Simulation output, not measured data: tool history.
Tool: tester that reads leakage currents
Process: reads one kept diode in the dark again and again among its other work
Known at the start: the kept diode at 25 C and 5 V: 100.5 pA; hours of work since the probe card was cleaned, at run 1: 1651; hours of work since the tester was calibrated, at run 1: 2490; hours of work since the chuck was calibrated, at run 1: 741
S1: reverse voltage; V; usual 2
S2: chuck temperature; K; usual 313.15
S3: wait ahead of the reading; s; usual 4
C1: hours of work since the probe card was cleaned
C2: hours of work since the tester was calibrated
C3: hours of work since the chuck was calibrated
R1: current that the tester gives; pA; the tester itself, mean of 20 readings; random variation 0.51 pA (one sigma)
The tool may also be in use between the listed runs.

run,hour,S1,S2,S3,C1,C2,C3,R1
1,0,2,313.15,4,1651,2490,741,180.26
# hour 12: chuck's temperature calibrated
2,71.6,16.76,313.15,4,1696,2535,39,621.02
3,205.2,2,313.15,4,1783,2622,125,188.47
# hour 254.8: chuck's temperature calibrated, once more
4,333.8,2,313.15,4,1865,2704,51,169.4
5,403.1,2,313.15,4,1909,2749,96,169.04
6,511.2,2,313.15,4,1979,2819,166,170.33
7,627.8,2,313.15,4,2055,2894,241,171.99
8,713.6,1.9,313.15,4,2110,2950,297,167.15
9,811.1,1.9,313.15,4,2173,3013,360,168.12
10,919.1,2.93,305.15,2.39,2243,3083,430,127.98
11,1047.1,3.36,314.15,4,2326,3165,513,250.35
# hour 1149.5: probe card cleaned and baked
12,1156.6,3.36,314.15,4,5,3234,582,248.51
13,1250,3.36,314.15,4,65,3295,642,249.57
14,1324.3,3.36,300.15,4,113,3343,690,96.73
# hour 1409.7: chuck's temperature calibrated
15,1409.7,3.36,300.15,0.88,167,3397,0,91.25
16,1476.6,2,329.15,0.74,210,3440,43,451.58
17,1549.8,19.05,296.15,6.13,258,3488,91,184.08

4 ways to go on from here, each from the tool as it stands after run 17. What would each give?
A,1645.5,10.59,313.15,0.39,320,3550,153,?
B,1645.5,2,313.15,0.32,320,3550,153,?
C,1645.5,15.46,298.15,4,320,3550,153,?
D,1645.5,2,313.15,0.43,320,3550,153,?

run,R1
A,437.06
B,169.24
C,190.78
D,167.73
Without the tool's hidden state the same runs would have given:
run,R1
A,443.34
B,171.98
C,191.86
D,170.44
